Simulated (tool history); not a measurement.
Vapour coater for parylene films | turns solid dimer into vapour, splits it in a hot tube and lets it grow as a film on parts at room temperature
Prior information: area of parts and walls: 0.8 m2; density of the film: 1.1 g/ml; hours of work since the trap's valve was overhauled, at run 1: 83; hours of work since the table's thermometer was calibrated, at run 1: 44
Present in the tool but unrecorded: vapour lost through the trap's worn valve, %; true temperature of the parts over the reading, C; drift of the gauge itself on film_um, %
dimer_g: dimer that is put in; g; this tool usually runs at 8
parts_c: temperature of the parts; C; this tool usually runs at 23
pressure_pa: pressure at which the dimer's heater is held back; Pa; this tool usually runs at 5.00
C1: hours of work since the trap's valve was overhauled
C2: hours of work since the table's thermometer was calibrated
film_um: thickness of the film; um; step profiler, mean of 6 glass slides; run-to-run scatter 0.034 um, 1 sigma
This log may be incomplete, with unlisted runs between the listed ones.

Run 1, hour 0.0: usual settings; C1 83; C2 44. Result: film_um 6.31 um.
Run 2, hour 8.9: usual settings; C1 87; C2 48. Result: film_um 6.38 um.
Run 3, hour 15.7: usual settings; C1 90; C2 51. Result: film_um 6.36 um.
Run 4, hour 30.4: usual settings; C1 96; C2 58. Result: film_um 6.30 um.
Run 5, hour 42.9: usual settings; C1 101; C2 63. Result: film_um 6.30 um.
Run 6, hour 50.7: usual settings but dimer_g 9 g; C1 105; C2 66. Result: film_um 7.23 um.
Run 7, hour 59.4: usual settings; C1 109; C2 70. Result: film_um 6.42 um.
Run 8, hour 72.0: usual settings; C1 114; C2 76. Result: film_um 6.38 um.
Run 9, hour 79.0: usual settings but dimer_g 13 g; C1 117; C2 79. Result: film_um 10.47 um.
Run 10, hour 89.5: usual settings but dimer_g 13 g; C1 122; C2 83. Result: film_um 10.36 um.
Run 11, hour 97.8: usual settings but dimer_g 13 g; C1 125; C2 87. Result: film_um 10.42 um.
Run 12, hour 105.8: usual settings but dimer_g 13 g; C1 129; C2 91. Result: film_um 10.43 um.
Run 13, hour 112.6: usual settings but dimer_g 13 g; C1 132; C2 94. Result: film_um 10.42 um.
Run 14, hour 126.7: usual settings but dimer_g 13 g; C1 138; C2 100. Result: film_um 10.42 um.
Run 15, hour 136.1: usual settings but dimer_g 13 g; C1 142; C2 104. Result: film_um 10.42 um.
Run 16, hour 146.4: usual settings but dimer_g 7 g; C1 147; C2 108. Result: film_um 5.62 um.
Run 17, hour 154.2: usual settings but dimer_g 7 g; C1 150; C2 112. Result: film_um 5.62 um.
Run 18, hour 166.7: usual settings but dimer_g 7 g; C1 156; C2 117. Result: film_um 5.63 um.
Run 19, hour 179.2: usual settings but parts_c 20 C; C1 161; C2 123. Result: film_um 6.70 um.
Run 20, hour 187.6: usual settings but parts_c 20 C; C1 165; C2 126. Result: film_um 6.75 um.
Run 21, hour 200.8: usual settings but parts_c 16 C; C1 170; C2 132. Result: film_um 7.12 um.
Run 22, hour 210.3: usual settings but parts_c 16 C; C1 175; C2 136. Result: film_um 7.20 um.
Run 23, hour 218.0: usual settings but parts_c 16 C; C1 178; C2 140. Result: film_um 7.17 um.
Run 24, hour 225.2: usual settings but parts_c 16 C; C1 181; C2 143. Result: film_um 7.13 um.
Run 25, hour 236.3: usual settings but parts_c 16 C; C1 186; C2 148. Result: film_um 7.21 um.
Run 26, hour 244.8: usual settings but parts_c 16 C; C1 190; C2 151. Result: film_um 7.17 um.
Run 27, hour 259.8: usual settings but parts_c 21 C, pressure_pa 4.59 Pa; C1 196; C2 158. Result: film_um 6.72 um.
Run 28, hour 269.9: usual settings but dimer_g 3 g, parts_c 16 C, pressure_pa 9.26 Pa; C1 201; C2 162. Result: film_um 2.54 um.
Run 29, hour 286.0: usual settings but dimer_g 3 g, parts_c 16 C, pressure_pa 9.26 Pa; C1 208; C2 169. Result: film_um 2.54 um.
Run 30, hour 296.6: usual settings but dimer_g 10 g, parts_c 29 C, pressure_pa 9.16 Pa; C1 212; C2 174. Result: film_um 6.92 um.
Run 31, hour 312.3: usual settings but dimer_g 10 g, parts_c 29 C, pressure_pa 2.21 Pa; C1 219; C2 181. Result: film_um 7.95 um.
Run 32, hour 321.0: usual settings but dimer_g 10 g, parts_c 29 C, pressure_pa 2.21 Pa; C1 223; C2 185. Result: film_um 8.01 um.
Run 33, hour 328.9: usual settings but dimer_g 12 g, parts_c 17 C, pressure_pa 5.96 Pa; C1 226; C2 188. Result: film_um 10.47 um.
Run 34, hour 337.0: usual settings but dimer_g 12 g, parts_c 17 C, pressure_pa 5.96 Pa; C1 230; C2 192. Result: film_um 10.55 um.
Run 35, hour 350.6: usual settings but dimer_g 4 g, parts_c 19 C, pressure_pa 9.15 Pa; C1 236; C2 198. Result: film_um 3.28 um.
Run 36, hour 360.1: usual settings but dimer_g 4 g, parts_c 19 C, pressure_pa 9.15 Pa; C1 240; C2 202. Result: film_um 3.27 um.
Run 37, hour 371.0: usual settings but dimer_g 4 g, parts_c 19 C, pressure_pa 9.15 Pa; C1 245; C2 206. Result: film_um 3.31 um.
Run 38, hour 387.4: usual settings but dimer_g 4 g, parts_c 19 C, pressure_pa 9.15 Pa; C1 252; C2 214. Result: film_um 3.26 um.
Run 39, hour 402.1: usual settings but dimer_g 4 g, parts_c 21 C; C1 258; C2 220. Result: film_um 3.35 um.
Run 40, hour 418.3: usual settings but dimer_g 7 g, pressure_pa 5.99 Pa; C1 266; C2 227. Result: film_um 5.65 um.
Run 41, hour 426.8: usual settings but dimer_g 7 g, pressure_pa 5.99 Pa; C1 269; C2 231. Result: film_um 5.56 um.
At hour 429.7: gauge calibrated.
Run 42, hour 439.0: usual settings but dimer_g 4 g, parts_c 17 C, pressure_pa 5.99 Pa; C1 275; C2 236. Result: film_um 3.43 um.

Difference, measured minus no-hidden-state, one row per run. Run-to-run variation is common to both terms; the gauge's own scatter need not be:
run  film_um
  1    -0.01
  2    -0.01
  3    +0.00
  4    +0.01
  5    +0.00
  6    +0.01
  7    +0.01
  8    +0.02
  9    +0.04
 10    +0.04
 11    +0.05
 12    +0.05
 13    +0.06
 14    +0.07
 15    +0.08
 16    +0.04
 17    +0.05
 18    +0.05
 19    +0.06
 20    +0.07
 21    +0.08
 22    +0.08
 23    +0.08
 24    +0.09
 25    +0.09
 26    +0.09
 27    +0.09
 28    +0.04
 29    +0.04
 30    +0.11
 31    +0.14
 32    +0.14
 33    +0.19
 34    +0.19
 35    +0.06
 36    +0.07
 37    +0.07
 38    +0.07
 39    +0.07
 40    +0.13
 41    +0.13
 42    +0.00

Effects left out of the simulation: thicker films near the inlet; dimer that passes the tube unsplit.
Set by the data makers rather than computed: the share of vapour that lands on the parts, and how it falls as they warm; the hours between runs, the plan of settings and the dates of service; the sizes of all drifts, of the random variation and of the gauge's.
